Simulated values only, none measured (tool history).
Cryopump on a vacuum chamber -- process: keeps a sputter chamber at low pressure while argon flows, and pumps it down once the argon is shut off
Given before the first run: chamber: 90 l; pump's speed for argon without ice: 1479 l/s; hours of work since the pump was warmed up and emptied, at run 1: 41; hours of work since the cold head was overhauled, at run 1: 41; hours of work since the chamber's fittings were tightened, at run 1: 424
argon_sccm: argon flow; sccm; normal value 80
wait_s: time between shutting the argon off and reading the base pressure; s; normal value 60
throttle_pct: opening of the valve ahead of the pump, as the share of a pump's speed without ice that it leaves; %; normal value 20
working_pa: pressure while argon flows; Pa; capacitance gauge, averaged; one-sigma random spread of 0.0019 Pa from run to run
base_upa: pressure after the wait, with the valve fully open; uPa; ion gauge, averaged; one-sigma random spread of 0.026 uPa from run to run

| run | hour | argon_sccm | wait_s | throttle_pct | hours of work since the pump was warmed up and emptied | hours of work since the cold head was overhauled | hours of work since the chamber's fittings were tightened | working_pa | base_upa |
|---|---|---|---|---|---|---|---|---|---|
| 1 | 0.0 | 80 | 60 | 20 | 41 | 41 | 424 | 0.4600 | 1.40 |
| 2 | 35.3 | 80 | 60 | 20 | 62 | 62 | 444 | 0.4567 | 1.40 |
| 3 | 63.2 | 80 | 60 | 20 | 78 | 78 | 460 | 0.4622 | 1.39 |
| 4 | 83.7 | 80 | 60 | 20 | 90 | 90 | 472 | 0.4590 | 1.41 |
| 5 | 126.7 | 135 | 60 | 20 | 115 | 115 | 497 | 0.7777 | 1.44 |
| 6 | 145.7 | 80 | 25 | 20 | 126 | 126 | 508 | 0.4600 | 2.73 |
| 7 | 183.0 | 80 | 25 | 20 | 148 | 148 | 530 | 0.4621 | 2.75 |
| 8 | 201.5 | 97 | 25 | 20 | 159 | 159 | 541 | 0.5591 | 2.79 |
| 9 | 221.2 | 80 | 60 | 44 | 170 | 170 | 552 | 0.2131 | 1.47 |
| 10 | 251.9 | 80 | 60 | 44 | 188 | 188 | 570 | 0.2140 | 1.47 |
| 11 | 292.6 | 80 | 60 | 20 | 212 | 212 | 594 | 0.4617 | 1.44 |
| 12 | 316.3 | 80 | 60 | 20 | 225 | 225 | 608 | 0.4571 | 1.56 |
| 13 | 346.4 | 80 | 60 | 20 | 243 | 243 | 625 | 0.4638 | 1.51 |
| 14 | 374.2 | 68 | 68 | 23 | 259 | 259 | 641 | 0.3441 | 1.42 |
| 15 | 416.4 | 98 | 131 | 24 | 284 | 284 | 666 | 0.4749 | 1.07 |
| 16 | 456.1 | 98 | 131 | 37 | 307 | 307 | 689 | 0.3102 | 1.07 |
| 17 | 481.9 | 98 | 131 | 27 | 322 | 322 | 704 | 0.4229 | 1.08 |
| 18 | 513.6 | 135 | 21 | 17 | 340 | 340 | 723 | 0.9273 | 3.31 |
| 19 | 551.9 | 80 | 60 | 18 | 363 | 363 | 745 | 0.5137 | 1.57 |
| 20 | 592.5 | 80 | 60 | 18 | 386 | 386 | 769 | 0.5174 | 1.66 |
| 21 | 618.2 | 75 | 60 | 31 | 401 | 401 | 783 | 0.2871 | 1.61 |
| 22 | 662.8 | 75 | 206 | 18 | 427 | 427 | 809 | 0.4846 | 0.98 |
| 23 | 706.2 | 75 | 206 | 18 | 452 | 452 | 835 | 0.4884 | 1.04 |

5 ways to go on from here, each from the tool as it stands after run 23. What would each give?
| A | 737.5 | 153 | 161 | 20 | 471 | 471 | 853 | ? | ? |
| B | 737.5 | 75 | 42 | 18 | 471 | 471 | 853 | ? | ? |
| C | 737.5 | 80 | 207 | 20 | 471 | 471 | 853 | ? | ? |
| D | 737.5 | 103 | 45 | 16 | 471 | 471 | 853 | ? | ? |
| E | 737.5 | 44 | 60 | 29 | 471 | 471 | 853 | ? | ? |

| run | working_pa | base_upa |
|---|---|---|
| A | 0.8920 | 1.09 |
| B | 0.4918 | 2.08 |
| C | 0.4713 | 1.01 |
| D | 0.7522 | 1.93 |
| E | 0.1806 | 1.71 |
With no hidden state in the tool, these same runs would have given:
| run | working_pa | base_upa |
|---|---|---|
| A | 0.8688 | 0.55 |
| B | 0.4802 | 1.54 |
| C | 0.4591 | 0.47 |
| D | 0.7365 | 1.41 |
| E | 0.1739 | 1.16 |
